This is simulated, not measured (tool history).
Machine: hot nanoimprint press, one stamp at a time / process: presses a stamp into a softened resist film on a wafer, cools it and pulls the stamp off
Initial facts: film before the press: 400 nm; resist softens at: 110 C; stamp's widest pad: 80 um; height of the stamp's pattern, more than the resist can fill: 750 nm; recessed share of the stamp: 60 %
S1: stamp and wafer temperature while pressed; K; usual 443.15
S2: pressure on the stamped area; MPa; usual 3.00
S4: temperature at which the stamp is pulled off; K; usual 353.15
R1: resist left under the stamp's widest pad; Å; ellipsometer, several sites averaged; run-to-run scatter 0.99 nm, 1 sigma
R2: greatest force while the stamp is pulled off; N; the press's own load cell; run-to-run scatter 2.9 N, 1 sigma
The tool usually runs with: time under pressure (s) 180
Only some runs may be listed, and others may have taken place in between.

{"run": 1, "day": 0.0, "S1": 443.15, "S2": 3.0, "time under pressure (s)": 180, "S4": 353.15, "R1": 1417, "R2": 150}
{"run": 2, "day": 1.004, "S1": 443.15, "S2": 3.0, "time under pressure (s)": 180, "S4": 353.15, "R1": 1421, "R2": 161}
{"run": 3, "day": 2.158, "S1": 443.15, "S2": 3.0, "time under pressure (s)": 180, "S4": 353.15, "R1": 1422, "R2": 157}
{"run": 4, "day": 3.421, "S1": 449.15, "S2": 3.0, "time under pressure (s)": 180, "S4": 353.15, "R1": 1149, "R2": 161}
{"run": 5, "day": 4.379, "S1": 443.15, "S2": 3.0, "time under pressure (s)": 180, "S4": 353.15, "R1": 1419, "R2": 172}
{"run": 6, "day": 5.238, "S1": 443.15, "S2": 2.94, "time under pressure (s)": 180, "S4": 353.15, "R1": 1414, "R2": 165}
{"run": 7, "day": 6.325, "S1": 443.15, "S2": 2.94, "time under pressure (s)": 180, "S4": 353.15, "R1": 1416, "R2": 170}
{"run": 8, "day": 7.079, "S1": 443.15, "S2": 2.5, "time under pressure (s)": 180, "S4": 353.15, "R1": 1542, "R2": 170}
{"run": 9, "day": 7.708, "S1": 443.15, "S2": 2.5, "time under pressure (s)": 180, "S4": 353.15, "R1": 1544, "R2": 170}
{"run": 10, "day": 9.008, "S1": 439.15, "S2": 1.98, "time under pressure (s)": 199, "S4": 349.15, "R1": 1882, "R2": 184}
{"run": 11, "day": 9.742, "S1": 449.15, "S2": 2.06, "time under pressure (s)": 354, "S4": 343.15, "R1": 1011, "R2": 221}
{"run": 12, "day": 10.304, "S1": 452.15, "S2": 1.83, "time under pressure (s)": 236, "S4": 354.15, "R1": 1140, "R2": 177}
{"run": 13, "day": 10.904, "S1": 454.15, "S2": 2.14, "time under pressure (s)": 97, "S4": 354.15, "R1": 1451, "R2": 166}
{"day": 12.296, "done": "stamp cleaned and given a new release coat"}
{"run": 14, "day": 12.296, "S1": 443.15, "S2": 3.53, "time under pressure (s)": 180, "S4": 353.15, "R1": 1285, "R2": 137}
{"run": 15, "day": 13.546, "S1": 443.15, "S2": 3.53, "time under pressure (s)": 180, "S4": 353.15, "R1": 1289, "R2": 143}
{"run": 16, "day": 14.617, "S1": 454.15, "S2": 3.0, "time under pressure (s)": 180, "S4": 353.15, "R1": 951, "R2": 139}
{"run": 17, "day": 15.462, "S1": 443.15, "S2": 3.07, "time under pressure (s)": 180, "S4": 353.15, "R1": 1375, "R2": 138}
{"run": 18, "day": 16.712, "S1": 443.15, "S2": 4.17, "time under pressure (s)": 115, "S4": 353.15, "R1": 1429, "R2": 148}

Run by run, hidden condition taken away, random variation retained:
Unlogged tool condition in this case: true temperature over the reading, C; pressure that arrives at the usual setting, %; grip of the stamp's worn release coat, % over a new coat's; drift of the gauge itself on residual_nm, %; drift of the gauge itself on pull_off_n, %.
run=1 R1=1422 R2=131
run=2 R1=1428 R2=140
run=3 R1=1432 R2=134
run=4 R1=1158 R2=136
run=5 R1=1434 R2=145
run=6 R1=1431 R2=137
run=7 R1=1436 R2=140
run=8 R1=1566 R2=139
run=9 R1=1570 R2=137
run=10 R1=1918 R2=147
run=11 R1=1032 R2=174
run=12 R1=1163 R2=140
run=13 R1=1479 R2=130
run=14 R1=1315 R2=140
run=15 R1=1322 R2=143
run=16 R1=974 R2=138
run=17 R1=1415 R2=136
run=18 R1=1470 R2=143
